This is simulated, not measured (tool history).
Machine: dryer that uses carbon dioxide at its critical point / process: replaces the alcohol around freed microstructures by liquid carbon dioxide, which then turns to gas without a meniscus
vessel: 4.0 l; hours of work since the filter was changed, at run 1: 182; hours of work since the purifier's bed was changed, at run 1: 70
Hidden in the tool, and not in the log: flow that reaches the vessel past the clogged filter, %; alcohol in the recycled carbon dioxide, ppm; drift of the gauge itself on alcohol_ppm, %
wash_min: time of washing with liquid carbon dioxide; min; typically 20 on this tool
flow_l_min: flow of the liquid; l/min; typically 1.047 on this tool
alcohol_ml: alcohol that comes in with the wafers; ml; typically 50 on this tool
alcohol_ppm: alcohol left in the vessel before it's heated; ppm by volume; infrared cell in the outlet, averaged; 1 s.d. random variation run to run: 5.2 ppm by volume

| run | hour | wash_min | flow_l_min | alcohol_ml | hours of work since the filter was changed | hours of work since the purifier's bed was changed | alcohol_ppm |
|---|---|---|---|---|---|---|---|
| 1 | 0 | 20 | 1.047 | 50 | 182 | 70 | 125 |
| 2 | 37.1 | 20 | 1.63 | 50 | 202 | 90 | 31 |
| 3 | 60.8 | 15 | 1.63 | 50 | 214 | 103 | 72 |
| 4 | 95.8 | 15 | 1.63 | 50 | 233 | 122 | 79 |
| 5 | 116.9 | 15 | 1.26 | 50 | 245 | 133 | 208 |
| 6 | 147.4 | 20 | 0.76 | 50 | 261 | 150 | 443 |
| 7 | 169.7 | 28 | 1.047 | 50 | 273 | 162 | 45 |
| 8 | 187.1 | 18 | 1.047 | 50 | 283 | 171 | 222 |
| 9 | 221.5 | 18 | 1.047 | 50 | 301 | 190 | 227 |
| 10 | 259.3 | 31 | 1.29 | 50 | 321 | 210 | 28 |
| 11 | 286.9 | 18 | 1.48 | 28 | 336 | 225 | 59 |
| 12 | 306.8 | 15 | 0.97 | 44 | 347 | 236 | 489 |
| 13 | 332.1 | 20 | 0.76 | 26 | 361 | 250 | 262 |
| 14 | 347.7 | 22 | 1.18 | 58 | 369 | 258 | 83 |
| 15 | 384 | 30 | 1.33 | 88 | 389 | 278 | 49 |
| 16 | 416.8 | 20 | 1.35 | 50 | 407 | 295 | 78 |
| 17 | 449.8 | 14 | 1.77 | 119 | 424 | 313 | 207 |

Forecast each of these 4 alternatives for the next run:
| A | 475.4 | 26 | 1.047 | 50 | 438 | 327 | ? |
| B | 475.4 | 31 | 0.94 | 37 | 438 | 327 | ? |
| C | 475.4 | 16 | 0.86 | 30 | 438 | 327 | ? |
| D | 475.4 | 12 | 1.28 | 45 | 438 | 327 | ? |

| run | alcohol_ppm |
|---|---|
| A | 87 |
| B | 63 |
| C | 425 |
| D | 450 |
Take away the tool's hidden state, keep each run's random variation, and the runs would have read:
| run | alcohol_ppm |
|---|---|
| A | 31 |
| B | 13 |
| C | 304 |
| D | 317 |
